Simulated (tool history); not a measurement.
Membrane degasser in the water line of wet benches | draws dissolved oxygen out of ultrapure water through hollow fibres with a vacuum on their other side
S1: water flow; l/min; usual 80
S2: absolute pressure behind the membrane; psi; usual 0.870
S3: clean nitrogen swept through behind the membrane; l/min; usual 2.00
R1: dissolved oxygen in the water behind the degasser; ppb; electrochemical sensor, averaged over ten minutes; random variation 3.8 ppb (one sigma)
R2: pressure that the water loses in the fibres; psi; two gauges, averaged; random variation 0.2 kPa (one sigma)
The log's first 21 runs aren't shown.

run 22 hour=3028.1 | S1=80 S2=1.714 S3=2.17 | R1=789.8 R2=6.821
run 23 hour=3139.5 | S1=80 S2=1.714 S3=2.17 | R1=775.8 R2=6.888
-- hour=3224.4 vacuum gauge calibrated
run 24 hour=3274.8 | S1=52 S2=1.038 S3=5.30 | R1=171.0 R2=4.409
run 25 hour=3370.1 | S1=52 S2=1.038 S3=5.30 | R1=169.3 R2=4.490
run 26 hour=3503.9 | S1=80 S2=0.618 S3=2.00 | R1=267.0 R2=6.911
run 27 hour=3682.2 | S1=51 S2=0.618 S3=2.00 | R1=136.0 R2=4.364
run 28 hour=3880.3 | S1=51 S2=0.618 S3=2.00 | R1=137.7 R2=4.316
run 29 hour=4086.6 | S1=77 S2=1.930 S3=0.99 | R1=1331.8 R2=6.595

Forecast run 30:
run 30 hour=4219.8 | S1=92 S2=1.973 S3=0.99 | R1=? R2=?

R1: 1531.3 ppb
R2: 7.944 psi
Without the tool's hidden state the same run would have given R1 1513.6 ppb, R2 7.616 psi.

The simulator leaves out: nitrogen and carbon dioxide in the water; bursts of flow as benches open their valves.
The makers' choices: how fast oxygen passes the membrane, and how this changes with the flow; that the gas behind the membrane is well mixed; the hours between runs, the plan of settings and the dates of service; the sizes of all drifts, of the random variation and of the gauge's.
